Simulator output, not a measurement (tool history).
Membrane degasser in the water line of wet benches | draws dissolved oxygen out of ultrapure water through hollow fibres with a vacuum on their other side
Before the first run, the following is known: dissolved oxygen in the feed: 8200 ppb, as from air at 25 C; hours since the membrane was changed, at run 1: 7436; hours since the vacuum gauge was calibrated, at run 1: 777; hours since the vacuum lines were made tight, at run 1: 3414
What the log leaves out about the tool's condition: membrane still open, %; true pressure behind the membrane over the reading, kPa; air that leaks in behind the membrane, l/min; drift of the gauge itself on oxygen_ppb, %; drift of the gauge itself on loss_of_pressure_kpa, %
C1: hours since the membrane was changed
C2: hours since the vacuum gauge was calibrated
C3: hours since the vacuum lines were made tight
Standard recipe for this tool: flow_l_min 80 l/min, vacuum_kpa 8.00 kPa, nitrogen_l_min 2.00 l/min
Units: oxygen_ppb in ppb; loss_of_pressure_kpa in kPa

Run 1, hour 0.0: usual settings; C1 7436; C2 777; C3 3414. Result: oxygen_ppb 393.1 ppb, loss_of_pressure_kpa 33.24 kPa.
Run 2, hour 257.3: usual settings but vacuum_kpa 9.85 kPa; C1 7693; C2 1035; C3 3671. Result: oxygen_ppb 525.3 ppb, loss_of_pressure_kpa 32.79 kPa.
Run 3, hour 408.4: usual settings but vacuum_kpa 9.85 kPa; C1 7844; C2 1186; C3 3822. Result: oxygen_ppb 537.2 ppb, loss_of_pressure_kpa 32.99 kPa.
Run 4, hour 616.6: usual settings but vacuum_kpa 5.66 kPa; C1 8052; C2 1394; C3 4030. Result: oxygen_ppb 223.6 ppb, loss_of_pressure_kpa 33.29 kPa.
Run 5, hour 828.0: usual settings; C1 8264; C2 1605; C3 4241. Result: oxygen_ppb 403.5 ppb, loss_of_pressure_kpa 33.46 kPa.
Run 6, hour 1157.9: usual settings; C1 8594; C2 1935; C3 4571. Result: oxygen_ppb 403.5 ppb, loss_of_pressure_kpa 33.65 kPa.
Run 7, hour 1308.6: usual settings; C1 8744; C2 2086; C3 4722. Result: oxygen_ppb 409.6 ppb, loss_of_pressure_kpa 33.61 kPa.
Run 8, hour 1616.4: usual settings; C1 9052; C2 2394; C3 5030. Result: oxygen_ppb 411.3 ppb, loss_of_pressure_kpa 33.67 kPa.
Run 9, hour 1954.4: usual settings but vacuum_kpa 6.08 kPa; C1 9390; C2 2732; C3 5368. Result: oxygen_ppb 267.0 ppb, loss_of_pressure_kpa 33.82 kPa.
Run 10, hour 2219.9: usual settings but nitrogen_l_min 1.50 l/min; C1 9656; C2 2997; C3 5633. Result: oxygen_ppb 512.8 ppb, loss_of_pressure_kpa 33.68 kPa.
Run 11, hour 2414.1: usual settings but nitrogen_l_min 1.50 l/min; C1 9850; C2 3192; C3 5828. Result: oxygen_ppb 515.0 ppb, loss_of_pressure_kpa 33.95 kPa.
Run 12, hour 2700.7: usual settings but nitrogen_l_min 1.50 l/min; C1 10136; C2 3478; C3 6114. Result: oxygen_ppb 514.6 ppb, loss_of_pressure_kpa 34.06 kPa.
At hour 2880.6: membrane cartridge changed.
Run 13, hour 3039.2: usual settings but nitrogen_l_min 1.50 l/min; C1 159; C2 3813; C3 6449. Result: oxygen_ppb 509.1 ppb, loss_of_pressure_kpa 30.70 kPa.
At hour 3280.7: vacuum gauge calibrated.
Run 14, hour 3301.4: usual settings but flow_l_min 122 l/min, vacuum_kpa 5.07 kPa, nitrogen_l_min 5.06 l/min; C1 420; C2 21; C3 6710. Result: oxygen_ppb 157.9 ppb, loss_of_pressure_kpa 46.88 kPa.
Run 15, hour 3488.9: usual settings but flow_l_min 124 l/min, nitrogen_l_min 1.65 l/min; C1 608; C2 208; C3 6898. Result: oxygen_ppb 640.2 ppb, loss_of_pressure_kpa 47.93 kPa.
At hour 3669.7: seals of the vacuum lines changed.
Run 16, hour 3820.7: usual settings but flow_l_min 92 l/min, vacuum_kpa 7.69 kPa; C1 938; C2 538; C3 151. Result: oxygen_ppb 404.7 ppb, loss_of_pressure_kpa 35.34 kPa.
Run 17, hour 4135.5: usual settings but flow_l_min 51 l/min, vacuum_kpa 12.07 kPa, nitrogen_l_min 1.23 l/min; C1 1252; C2 853; C3 466. Result: oxygen_ppb 683.0 ppb, loss_of_pressure_kpa 19.61 kPa.
Run 18, hour 4353.9: usual settings but flow_l_min 61 l/min, vacuum_kpa 11.57 kPa, nitrogen_l_min 5.15 l/min; C1 1471; C2 1071; C3 684. Result: oxygen_ppb 229.9 ppb, loss_of_pressure_kpa 23.61 kPa.
Run 19, hour 4607.5: usual settings but vacuum_kpa 5.42 kPa, nitrogen_l_min 4.42 l/min; C1 1724; C2 1325; C3 938. Result: oxygen_ppb 104.0 ppb, loss_of_pressure_kpa 31.01 kPa.
Run 20, hour 4887.0: usual settings but flow_l_min 76 l/min, vacuum_kpa 11.91 kPa, nitrogen_l_min 0.84 l/min; C1 2004; C2 1604; C3 1217. Result: oxygen_ppb 1163.2 ppb, loss_of_pressure_kpa 29.48 kPa.

What does the tool deliver on the next run?
Run 21, hour 5125.5: usual settings but nitrogen_l_min 3.09 l/min; C1 2242; C2 1843; C3 1456. Result: oxygen_ppb ?, loss_of_pressure_kpa ?.

For run 21 the tool returned oxygen_ppb 278.2 ppb, loss_of_pressure_kpa 31.22 kPa.
The same run, on a tool lacking any hidden state, would have yielded oxygen_ppb 267.8 ppb, loss_of_pressure_kpa 30.48 kPa.

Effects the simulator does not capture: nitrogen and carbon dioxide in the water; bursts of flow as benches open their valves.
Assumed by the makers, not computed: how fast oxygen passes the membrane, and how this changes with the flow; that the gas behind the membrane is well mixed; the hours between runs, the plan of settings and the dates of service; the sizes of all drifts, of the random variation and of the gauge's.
